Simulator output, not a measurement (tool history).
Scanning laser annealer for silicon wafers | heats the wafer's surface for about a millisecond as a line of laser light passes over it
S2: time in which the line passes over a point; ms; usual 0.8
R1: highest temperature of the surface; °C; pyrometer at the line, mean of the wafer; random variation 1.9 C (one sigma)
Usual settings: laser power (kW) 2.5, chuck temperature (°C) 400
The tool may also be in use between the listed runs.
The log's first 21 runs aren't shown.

Run 22, hour 960.4: usual settings but laser power (kW) 2.306, S2 0.704 ms, chuck temperature (°C) 418. Result: R1 1092 °C.
Run 23, hour 1005.2: usual settings but laser power (kW) 2.523, S2 0.772 ms. Result: R1 1186 °C.
Run 24, hour 1046.5: usual settings but laser power (kW) 2.243, S2 0.665 ms, chuck temperature (°C) 427. Result: R1 1062 °C.
At hour 1092.8: optics aligned, line set to its width.
Run 25, hour 1109.3: usual settings but laser power (kW) 2.243, S2 0.665 ms, chuck temperature (°C) 427. Result: R1 1067 °C.
Run 26, hour 1159.6: usual settings but laser power (kW) 2.186, S2 0.918 ms, chuck temperature (°C) 363. Result: R1 1085 °C.
Run 27, hour 1192.8: usual settings but S2 0.983 ms, chuck temperature (°C) 436. Result: R1 1307 °C.
Run 28, hour 1246.8: usual settings but laser power (kW) 2.401, S2 0.696 ms, chuck temperature (°C) 437. Result: R1 1140 °C.
At hour 1279.2: window over the wafer cleaned.
Run 29, hour 1315.1: usual settings but laser power (kW) 2.546, S2 0.942 ms, chuck temperature (°C) 421. Result: R1 1292 °C.
Run 30, hour 1366.9: usual settings but laser power (kW) 2.721, S2 0.942 ms, chuck temperature (°C) 429. Result: R1 1371 °C.
Run 31, hour 1416.1: usual settings but laser power (kW) 2.678, S2 0.695 ms, chuck temperature (°C) 429. Result: R1 1228 °C.
Run 32, hour 1469.3: usual settings but laser power (kW) 2.477, S2 0.695 ms, chuck temperature (°C) 429. Result: R1 1163 °C.
Run 33, hour 1504.7: usual settings but laser power (kW) 2.477, S2 0.695 ms, chuck temperature (°C) 429. Result: R1 1160 °C.
Run 34, hour 1562.3: usual settings but laser power (kW) 2.477, S2 0.695 ms, chuck temperature (°C) 429. Result: R1 1158 °C.

3 ways to go on from here, each from the tool as it stands after run 34. What would each give?
Run A, hour 1595.7: usual settings but laser power (kW) 2.235, S2 0.939 ms, chuck temperature (°C) 373. Result: R1 ?.
Run B, hour 1595.7: usual settings but chuck temperature (°C) 392. Result: R1 ?.
Run C, hour 1595.7: usual settings but chuck temperature (°C) 378. Result: R1 ?.

run    R1
  A  1122
  B  1182
  C  1163
Without the tool's hidden state the same runs would have given:
run    R1
  A  1122
  B  1182
  C  1163
